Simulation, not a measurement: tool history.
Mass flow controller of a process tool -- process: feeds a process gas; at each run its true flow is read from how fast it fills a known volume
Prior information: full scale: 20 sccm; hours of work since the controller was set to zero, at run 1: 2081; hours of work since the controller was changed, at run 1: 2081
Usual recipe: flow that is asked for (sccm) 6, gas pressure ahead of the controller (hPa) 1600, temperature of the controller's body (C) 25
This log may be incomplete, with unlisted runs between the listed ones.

run,hour,flow that is asked for (sccm),gas pressure ahead of the controller (hPa),temperature of the controller's body (C),hours of work since the controller was set to zero,hours of work since the controller was changed,true flow (%)
1,0,6,1600,25,2081,2081,96.84
2,114,6,1600,25,2116,2116,96.71
3,234.1,6,1600,25,2153,2153,96.79
4,390.9,6,1600,25,2202,2202,96.73
5,552.8,6,1600,25,2252,2252,96.77
6,751.9,6,1600,25,2314,2314,96.5
7,874.1,2,1600,25,2351,2351,93.55
8,974.1,2,1600,25,2382,2382,93.63
9,1166.1,2,1600,25,2442,2442,93.39
10,1366.7,2,1600,25,2504,2504,93.34
11,1589,2,1600,25,2573,2573,93.31
12,1716.1,2,1600,25,2612,2612,93.15
13,1862.5,6,1980,25,2657,2657,96.33
14,1977.2,6,1980,25,2693,2693,96.23
15,2070.8,6,1980,25,2722,2722,96.2
16,2224.1,6,1980,25,2769,2769,96.21
17,2413.3,6,1980,25,2828,2828,96.25
18,2602.4,6,1980,25,2886,2886,96.12
19,2712.6,6,1600,25,2921,2921,96.15
20,2856,6,1600,25,2965,2965,96.18
21,3071.8,4,1600,25,3032,3032,95.09
22,3201.6,4,1600,25,3072,3072,94.93
23,3348.5,6,1600,25,3117,3117,96.06
24,3508.2,6,1600,25,3167,3167,95.92
25,3678.1,6,1430,25,3219,3219,95.93
26,3851.2,6,1430,25,3273,3273,96.04
27,4066.7,6,1430,25,3340,3340,95.81
28,4280.1,6,1430,25,3406,3406,95.99
# hour 4291.9: controller's zero set anew
29,4456.3,6,1430,25,51,3460,94.85
30,4592.6,8,1600,27,93,3502,95.81
# hour 4688: controller's zero set anew, once more
31,4772.7,9,1670,20,26,3558,97.55
32,4872.5,9,1670,20,57,3589,97.41
33,5074.2,6,2370,25,120,3651,97.14
34,5168.4,6,1820,24,149,3680,97.37
35,5388.9,6,1600,21,217,3749,97.05
36,5559.7,6,1600,21,270,3801,96.91
37,5714.6,2,1600,25,318,3849,96.2
38,5888.9,2,1740,34,372,3903,96.67
39,6050.6,2,1740,34,422,3953,96.62
40,6273,2,1740,34,491,4022,96.45
41,6407.5,2,1740,39,532,4064,96.73
42,6529,18,1600,25,570,4101,98.91
43,6709.4,4,2150,21,626,4157,96.22
44,6849.9,4,2370,25,669,4201,96.31
45,7056.7,5,2320,37,733,4265,97.29
46,7265.3,5,2640,31,798,4329,96.64
47,7360.6,20,2520,39,827,4359,99.57
48,7518.5,5,1480,25,876,4408,96.66

Hidden condition of the tool, last listed run before each entry between runs versus first listed run after:
Between runs 28 and 29: controller's zero set anew (hour 4291.9)
  flow at rest that the sensor doesn't see, % of full scale: -0.529 -> -0.845; true flow over the shown one, %: -0.66 -> -0.67
  difference, measured minus the result without the unlogged condition, true flow (%): -2.42 -> -3.48
Between runs 30 and 31: controller's zero set anew, once more (hour 4688)
  flow at rest that the sensor doesn't see, % of full scale: -0.85 -> -0.029; true flow over the shown one, %: -0.68 -> -0.69
  difference, measured minus the result without the unlogged condition, true flow (%): -2.8 -> -0.75
